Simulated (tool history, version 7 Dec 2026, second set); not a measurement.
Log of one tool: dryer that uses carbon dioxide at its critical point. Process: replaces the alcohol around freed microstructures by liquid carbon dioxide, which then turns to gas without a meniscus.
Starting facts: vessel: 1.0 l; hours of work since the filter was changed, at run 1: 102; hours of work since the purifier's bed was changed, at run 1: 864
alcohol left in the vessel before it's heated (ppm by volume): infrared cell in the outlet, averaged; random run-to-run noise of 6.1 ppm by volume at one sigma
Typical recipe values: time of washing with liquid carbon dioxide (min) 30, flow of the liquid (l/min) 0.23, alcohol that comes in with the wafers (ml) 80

| run | hour | time of washing with liquid carbon dioxide (min) | flow of the liquid (l/min) | alcohol that comes in with the wafers (ml) | hours of work since the filter was changed | hours of work since the purifier's bed was changed | alcohol left in the vessel before it's heated (ppm by volume) |
|---|---|---|---|---|---|---|---|
| 1 | 0 | 30 | 0.23 | 80 | 102 | 864 | 463 |
| 2 | 28.8 | 30 | 0.23 | 65 | 113 | 875 | 416 |
| 3 | 92.9 | 30 | 0.2 | 80 | 139 | 901 | 879 |
| 4 | 138.5 | 30 | 0.304 | 80 | 157 | 919 | 214 |
| 5 | 193.1 | 30 | 0.23 | 26 | 179 | 941 | 284 |
| 6 | 222.9 | 30 | 0.23 | 26 | 190 | 952 | 301 |
| 7 | 250.8 | 30 | 0.23 | 26 | 202 | 964 | 310 |
| 8 | 280.1 | 30 | 0.23 | 26 | 213 | 975 | 303 |
| 9 | 316.8 | 33 | 0.226 | 62 | 228 | 990 | 414 |

What will run 10 give?
| 10 | 379.5 | 44 | 0.205 | 46 | 253 | 1015 | ? |

alcohol left in the vessel before it's heated (ppm by volume): 235
With no hidden state in the tool, this same run would have given alcohol left in the vessel before it's heated (ppm by volume) 24.

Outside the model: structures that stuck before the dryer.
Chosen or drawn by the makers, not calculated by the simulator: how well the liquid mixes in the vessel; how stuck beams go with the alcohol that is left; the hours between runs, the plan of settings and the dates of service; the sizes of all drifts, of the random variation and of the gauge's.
